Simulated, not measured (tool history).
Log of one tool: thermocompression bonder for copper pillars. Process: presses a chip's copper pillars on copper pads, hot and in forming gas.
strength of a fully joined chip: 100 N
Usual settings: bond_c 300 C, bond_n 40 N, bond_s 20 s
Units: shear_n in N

Run 1, day 0.000: usual settings. Result: shear_n 38.7 N.
Run 2, day 0.583: usual settings but bond_n 36 N. Result: shear_n 36.1 N.
Run 3, day 0.838: usual settings but bond_n 36 N. Result: shear_n 36.6 N.
Run 4, day 1.250: usual settings but bond_n 36 N. Result: shear_n 35.5 N.
Run 5, day 1.567: usual settings but bond_n 36 N. Result: shear_n 35.2 N.
Run 6, day 1.983: usual settings but bond_n 36 N. Result: shear_n 34.9 N.
Run 7, day 2.542: usual settings but bond_n 41 N. Result: shear_n 39.3 N.
Run 8, day 2.879: usual settings but bond_n 41 N. Result: shear_n 37.2 N.
Run 9, day 3.133: usual settings but bond_n 41 N. Result: shear_n 37.6 N.
Run 10, day 3.554: usual settings but bond_n 41 N. Result: shear_n 38.6 N.
Run 11, day 3.896: usual settings but bond_s 42 s. Result: shear_n 48.7 N.
Run 12, day 4.175: usual settings. Result: shear_n 36.7 N.
Run 13, day 4.517: usual settings. Result: shear_n 37.2 N.
Run 14, day 4.950: usual settings but bond_c 325 C. Result: shear_n 47.7 N.
Run 15, day 5.338: usual settings but bond_c 325 C, bond_n 31 N. Result: shear_n 42.2 N.
Run 16, day 5.729: usual settings. Result: shear_n 37.5 N.
Run 17, day 6.121: usual settings. Result: shear_n 37.9 N.
Run 18, day 6.617: usual settings. Result: shear_n 37.2 N.
Run 19, day 6.954: usual settings but bond_c 272 C. Result: shear_n 26.1 N.
Run 20, day 7.471: usual settings but bond_c 272 C. Result: shear_n 26.2 N.
Run 21, day 7.779: usual settings but bond_c 305 C. Result: shear_n 38.2 N.
Run 22, day 8.162: usual settings but bond_c 305 C. Result: shear_n 39.4 N.
Run 23, day 8.638: usual settings but bond_c 305 C. Result: shear_n 38.5 N.
Run 24, day 9.021: usual settings but bond_c 328 C, bond_s 34 s. Result: shear_n 58.3 N.
Run 25, day 9.562: usual settings but bond_c 328 C, bond_s 34 s. Result: shear_n 56.2 N.
Run 26, day 10.162: usual settings but bond_c 329 C, bond_n 53 N, bond_s 12 s. Result: shear_n 46.9 N.
Run 27, day 10.654: usual settings but bond_c 304 C, bond_n 25 N, bond_s 22 s. Result: shear_n 30.1 N.
Run 28, day 10.908: usual settings but bond_c 304 C, bond_n 25 N, bond_s 22 s. Result: shear_n 30.3 N.
Run 29, day 11.396: usual settings but bond_s 53 s. Result: shear_n 52.2 N.
Run 30, day 11.825: usual settings but bond_c 320 C, bond_n 49 N, bond_s 12 s. Result: shear_n 40.9 N.
Run 31, day 12.242: usual settings but bond_c 278 C, bond_n 58 N, bond_s 18 s. Result: shear_n 33.2 N.
Run 32, day 12.733: usual settings but bond_c 291 C, bond_n 52 N, bond_s 46 s. Result: shear_n 50.1 N.
Run 33, day 12.996: usual settings but bond_c 275 C. Result: shear_n 25.3 N.
Run 34, day 13.579: usual settings but bond_c 275 C. Result: shear_n 27.1 N.
Run 35, day 14.058: usual settings but bond_c 275 C. Result: shear_n 26.3 N.
Run 36, day 14.646: usual settings but bond_n 30 N, bond_s 38 s. Result: shear_n 38.4 N.
Run 37, day 15.058: usual settings but bond_n 42 N, bond_s 14 s. Result: shear_n 32.1 N.
Run 38, day 15.492: usual settings but bond_n 42 N, bond_s 14 s. Result: shear_n 31.8 N.

Run 39 comes next. What will it give?
Run 39, day 16.038: usual settings but bond_c 298 C, bond_n 24 N, bond_s 13 s. Result: shear_n ?.

shear_n: 21.5 N
Without the tool's hidden state the same run would have given shear_n 26.4 N.

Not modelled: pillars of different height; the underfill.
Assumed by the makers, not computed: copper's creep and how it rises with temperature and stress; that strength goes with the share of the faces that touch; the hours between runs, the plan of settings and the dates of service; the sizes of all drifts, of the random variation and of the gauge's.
